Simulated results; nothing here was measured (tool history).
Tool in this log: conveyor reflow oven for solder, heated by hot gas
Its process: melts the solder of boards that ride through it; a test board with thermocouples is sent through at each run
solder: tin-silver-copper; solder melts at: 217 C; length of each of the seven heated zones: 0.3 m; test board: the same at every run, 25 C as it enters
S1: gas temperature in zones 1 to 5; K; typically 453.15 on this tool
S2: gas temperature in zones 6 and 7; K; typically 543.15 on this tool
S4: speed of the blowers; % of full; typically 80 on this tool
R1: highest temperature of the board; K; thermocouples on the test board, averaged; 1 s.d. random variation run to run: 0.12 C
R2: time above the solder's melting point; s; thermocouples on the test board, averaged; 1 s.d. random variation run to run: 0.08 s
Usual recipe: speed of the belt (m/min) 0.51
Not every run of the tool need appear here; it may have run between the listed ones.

Run 1, hour 0: usual settings. Result: R1 534.35 K, R2 61.37 s.
Run 2, hour 21.4: usual settings. Result: R1 534.35 K, R2 61.34 s.
At hour 38.5: flux residue cleaned out of gas plates and filters.
Run 3, hour 54.8: usual settings. Result: R1 535.45 K, R2 61.79 s.
Run 4, hour 73.1: usual settings but speed of the belt (m/min) 0.606. Result: R1 530.55 K, R2 49.51 s.
At hour 116.8: belt drive overhauled, speed set with a stopwatch.
Run 5, hour 120.2: usual settings but speed of the belt (m/min) 0.523. Result: R1 534.75 K, R2 60.33 s.
Run 6, hour 153.8: usual settings but speed of the belt (m/min) 0.523. Result: R1 534.55 K, R2 60.23 s.
Run 7, hour 194.5: usual settings but speed of the belt (m/min) 0.523. Result: R1 534.55 K, R2 60.26 s.
Run 8, hour 215: usual settings but S4 53 % of full. Result: R1 530.15 K, R2 58.71 s.
Run 9, hour 258.3: usual settings. Result: R1 535.15 K, R2 62.01 s.
At hour 287.1: belt drive overhauled, speed set with a stopwatch, once more.
Run 10, hour 293.1: usual settings. Result: R1 534.65 K, R2 61.14 s.
Run 11, hour 335.2: usual settings but S1 447.15 K, speed of the belt (m/min) 0.574. Result: R1 530.65 K, R2 49.96 s.
Run 12, hour 376.9: usual settings but S1 447.15 K, S2 554.15 K, speed of the belt (m/min) 0.574, S4 61 % of full. Result: R1 536.35 K, R2 52.28 s.
Run 13, hour 413.2: usual settings but S1 447.15 K, S2 554.15 K, speed of the belt (m/min) 0.574, S4 61 % of full. Result: R1 536.45 K, R2 52.32 s.
At hour 446.6: flux residue cleaned out of gas plates and filters.
Run 14, hour 452.6: usual settings but S1 441.15 K, S2 542.15 K, speed of the belt (m/min) 0.519, S4 52 % of full. Result: R1 526.85 K, R2 50.87 s.
At hour 476.7: thermocouples of zones 6 and 7 changed.
Run 15, hour 493.8: usual settings but S1 441.15 K, S2 542.15 K, speed of the belt (m/min) 0.519, S4 52 % of full. Result: R1 524.35 K, R2 49.22 s.
Run 16, hour 519.3: usual settings but S4 55 % of full. Result: R1 528.85 K, R2 57.17 s.
Run 17, hour 562.7: usual settings but S4 55 % of full. Result: R1 528.85 K, R2 57.24 s.
Run 18, hour 596.9: usual settings but S4 55 % of full. Result: R1 528.75 K, R2 57.28 s.
Run 19, hour 624.4: usual settings but S4 55 % of full. Result: R1 528.75 K, R2 57.22 s.
Run 20, hour 663.6: usual settings but S1 466.15 K, S2 537.15 K, speed of the belt (m/min) 0.489, S4 66 % of full. Result: R1 528.35 K, R2 65.82 s.

Alternative continuations, all from the tool just after run 20; predict every row:
Run A, hour 693.3: usual settings but S1 443.15 K, S2 537.15 K, speed of the belt (m/min) 0.581, S4 51 % of full. Result: R1 ?, R2 ?.
Run B, hour 693.3: usual settings but S1 466.15 K, S2 552.15 K, speed of the belt (m/min) 0.529, S4 77 % of full. Result: R1 ?, R2 ?.
Run C, hour 693.3: usual settings but S1 466.15 K, S2 544.15 K, speed of the belt (m/min) 0.489, S4 66 % of full. Result: R1 ?, R2 ?.

run      R1     R2
  A  515.85  37.07
  B  541.55  66.04
  C  534.65  68.65
What these runs would have given with no unlogged condition in the tool:
run      R1     R2
  A  516.15  37.56
  B  541.85  66.07
  C  534.75  68.72
